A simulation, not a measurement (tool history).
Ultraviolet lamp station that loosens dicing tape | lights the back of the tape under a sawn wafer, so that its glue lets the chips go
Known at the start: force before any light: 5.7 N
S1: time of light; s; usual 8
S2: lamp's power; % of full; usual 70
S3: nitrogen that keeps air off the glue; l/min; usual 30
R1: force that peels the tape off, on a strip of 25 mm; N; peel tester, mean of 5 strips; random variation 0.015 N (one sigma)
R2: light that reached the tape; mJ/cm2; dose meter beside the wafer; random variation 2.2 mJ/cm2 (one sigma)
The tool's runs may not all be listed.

run,hour,S1,S2,S3,R1,R2
1,0,8,70,30,0.782,163
2,45.4,8,70,30,0.84,161
3,130.6,8,70,30,0.908,154
4,192,8,70,30,0.94,149
5,259.9,8,70,30,1.025,145
# hour 265.1: window cleaned of glue's vapour
6,339.2,8,70,14,1.789,131
7,400.3,14,76,20,0.474,248
8,454.9,14,76,20,0.517,238
9,514.6,5,71,18,2.633,80
10,595.7,5,71,18,2.763,74
# hour 626.9: window cleaned of glue's vapour, once more
11,681.4,15,70,19,0.341,294
12,760.5,15,70,19,0.379,289

3 ways to go on from here, each from the tool as it stands after run 12. What would each give?
A,839.6,7,80,19,?,?
B,839.6,9,79,58,?,?
C,839.6,5,92,19,?,?

run,R1,R2
A,1.336,142
B,0.382,187
C,1.752,123
Without the tool's hidden state the same runs would have given:
run,R1,R2
A,0.972,176
B,0.228,229
C,1.342,151
